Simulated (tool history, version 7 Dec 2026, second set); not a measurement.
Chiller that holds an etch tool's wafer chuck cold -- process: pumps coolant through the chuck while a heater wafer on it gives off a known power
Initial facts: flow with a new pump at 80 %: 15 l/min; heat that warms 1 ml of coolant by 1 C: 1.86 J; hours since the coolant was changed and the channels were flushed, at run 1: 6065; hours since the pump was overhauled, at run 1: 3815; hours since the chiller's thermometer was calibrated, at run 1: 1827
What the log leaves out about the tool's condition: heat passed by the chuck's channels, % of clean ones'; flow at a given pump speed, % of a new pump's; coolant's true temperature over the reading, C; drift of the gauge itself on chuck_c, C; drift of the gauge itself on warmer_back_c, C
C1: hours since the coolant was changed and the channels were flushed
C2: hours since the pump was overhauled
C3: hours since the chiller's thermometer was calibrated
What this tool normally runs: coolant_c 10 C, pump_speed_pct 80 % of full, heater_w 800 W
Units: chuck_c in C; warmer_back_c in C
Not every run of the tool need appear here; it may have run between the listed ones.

{"run": 1, "hour": 0.0, "coolant_c": 10, "pump_speed_pct": 80, "heater_w": 800, "C1": 6065, "C2": 3815, "C3": 1827, "chuck_c": 19.4, "warmer_back_c": 1.89}
{"run": 2, "hour": 131.7, "coolant_c": 0, "pump_speed_pct": 80, "heater_w": 800, "C1": 6197, "C2": 3947, "C3": 1958, "chuck_c": 9.5, "warmer_back_c": 1.9}
{"run": 3, "hour": 271.9, "coolant_c": 10, "pump_speed_pct": 80, "heater_w": 800, "C1": 6337, "C2": 4087, "C3": 2099, "chuck_c": 19.4, "warmer_back_c": 1.87}
{"run": 4, "hour": 404.1, "coolant_c": 10, "pump_speed_pct": 80, "heater_w": 800, "C1": 6469, "C2": 4219, "C3": 2231, "chuck_c": 19.5, "warmer_back_c": 1.91}
{"run": 5, "hour": 533.0, "coolant_c": 10, "pump_speed_pct": 80, "heater_w": 800, "C1": 6598, "C2": 4348, "C3": 2360, "chuck_c": 19.7, "warmer_back_c": 1.84}
{"run": 6, "hour": 666.2, "coolant_c": 10, "pump_speed_pct": 80, "heater_w": 800, "C1": 6731, "C2": 4481, "C3": 2493, "chuck_c": 19.6, "warmer_back_c": 1.89}
{"run": 7, "hour": 744.8, "coolant_c": 10, "pump_speed_pct": 80, "heater_w": 800, "C1": 6810, "C2": 4560, "C3": 2571, "chuck_c": 19.7, "warmer_back_c": 1.9}
{"run": 8, "hour": 838.7, "coolant_c": 12, "pump_speed_pct": 77, "heater_w": 482, "C1": 6904, "C2": 4654, "C3": 2665, "chuck_c": 18.1, "warmer_back_c": 1.22}
{"run": 9, "hour": 936.1, "coolant_c": 10, "pump_speed_pct": 80, "heater_w": 797, "C1": 7001, "C2": 4751, "C3": 2763, "chuck_c": 19.6, "warmer_back_c": 1.89}
{"run": 10, "hour": 1079.3, "coolant_c": 7, "pump_speed_pct": 80, "heater_w": 1059, "C1": 7144, "C2": 4895, "C3": 2906, "chuck_c": 20, "warmer_back_c": 2.56}
{"run": 11, "hour": 1188.6, "coolant_c": 6, "pump_speed_pct": 90, "heater_w": 977, "C1": 7253, "C2": 5004, "C3": 3015, "chuck_c": 17.3, "warmer_back_c": 2.07}
{"run": 12, "hour": 1326.8, "coolant_c": 6, "pump_speed_pct": 90, "heater_w": 977, "C1": 7392, "C2": 5142, "C3": 3153, "chuck_c": 17.6, "warmer_back_c": 2.11}
{"run": 13, "hour": 1412.4, "coolant_c": 18, "pump_speed_pct": 67, "heater_w": 977, "C1": 7477, "C2": 5228, "C3": 3239, "chuck_c": 31.5, "warmer_back_c": 2.76}

How would selected steps in chuck_c from run to run divide? Give the signed amount a tool lacking its hidden state would still show from settings, what came in and random variation, and the signed amount left for the hidden state, including any gauge scatter that is not in both of the compared results.
Run 7 -> 8: coolant_c 10 -> 12, pump_speed_pct 80 -> 77, heater_w 800 -> 482. chuck_c -1.6 C: hidden state -1, all else -0.6.
Run 12 -> 13: coolant_c 6 -> 18, pump_speed_pct 90 -> 67. chuck_c +13.9 C: hidden state +0.7, all else +13.2.
